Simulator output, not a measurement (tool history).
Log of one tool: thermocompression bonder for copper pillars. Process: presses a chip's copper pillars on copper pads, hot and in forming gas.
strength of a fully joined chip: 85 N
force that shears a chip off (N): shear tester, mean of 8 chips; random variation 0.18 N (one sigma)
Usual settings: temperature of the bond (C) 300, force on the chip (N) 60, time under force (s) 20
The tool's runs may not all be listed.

run	hour	temperature of the bond (C)	force on the chip (N)	time under force (s)	force that shears a chip off (N)
1	0	300	60	20	52.2
# hour 4.3: forming gas filter changed
2	36.7	300	60	20	52.1
3	61.3	300	60	20	52.1
4	93.5	300	60	20	52.2
5	113.5	300	42	20	43.5
6	133.4	300	42	20	43.4
7	156.3	316	41	20	47.8
8	187.8	316	41	20	47.9
9	224.2	306	44	35	55.1
10	253.4	300	60	11	42.7

The next listed run, before its measurement:
11	287.3	317	37	23	?

force that shears a chip off (N): 47.4
Without the tool's hidden state the same run would have given force that shears a chip off (N) 48.2.
